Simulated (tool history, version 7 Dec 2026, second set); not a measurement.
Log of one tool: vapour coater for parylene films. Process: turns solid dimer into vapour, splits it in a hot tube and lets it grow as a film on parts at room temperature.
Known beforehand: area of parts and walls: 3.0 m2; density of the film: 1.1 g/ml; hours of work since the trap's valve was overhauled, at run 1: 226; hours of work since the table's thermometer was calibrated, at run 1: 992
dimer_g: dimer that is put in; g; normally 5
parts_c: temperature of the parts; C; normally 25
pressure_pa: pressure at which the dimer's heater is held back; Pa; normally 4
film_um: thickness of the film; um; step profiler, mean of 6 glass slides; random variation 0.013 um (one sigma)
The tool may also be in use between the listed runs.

| run | day | dimer_g | parts_c | pressure_pa | hours of work since the trap's valve was overhauled | hours of work since the table's thermometer was calibrated | film_um |
|---|---|---|---|---|---|---|---|
| 1 | 0.000 | 5 | 25 | 4 | 226 | 992 | 1.03 |
| 2 | 1.188 | 5 | 25 | 4 | 245 | 1010 | 1.02 |
| 3 | 2.033 | 5 | 25 | 4 | 258 | 1023 | 1.02 |
| 4 | 2.950 | 5 | 25 | 4 | 272 | 1037 | 1.05 |
| 5 | 4.650 | 5 | 25 | 4 | 298 | 1063 | 1.02 |
| 6 | 6.396 | 5 | 25 | 4 | 325 | 1090 | 1.04 |

Run 7 has not been measured yet. What should we expect?
| 7 | 7.738 | 5 | 25 | 4 | 346 | 1111 | ? |

Logged for run 7: film_um 1.03 um.
With no hidden state in the tool, this same run would have given film_um 1.08 um.

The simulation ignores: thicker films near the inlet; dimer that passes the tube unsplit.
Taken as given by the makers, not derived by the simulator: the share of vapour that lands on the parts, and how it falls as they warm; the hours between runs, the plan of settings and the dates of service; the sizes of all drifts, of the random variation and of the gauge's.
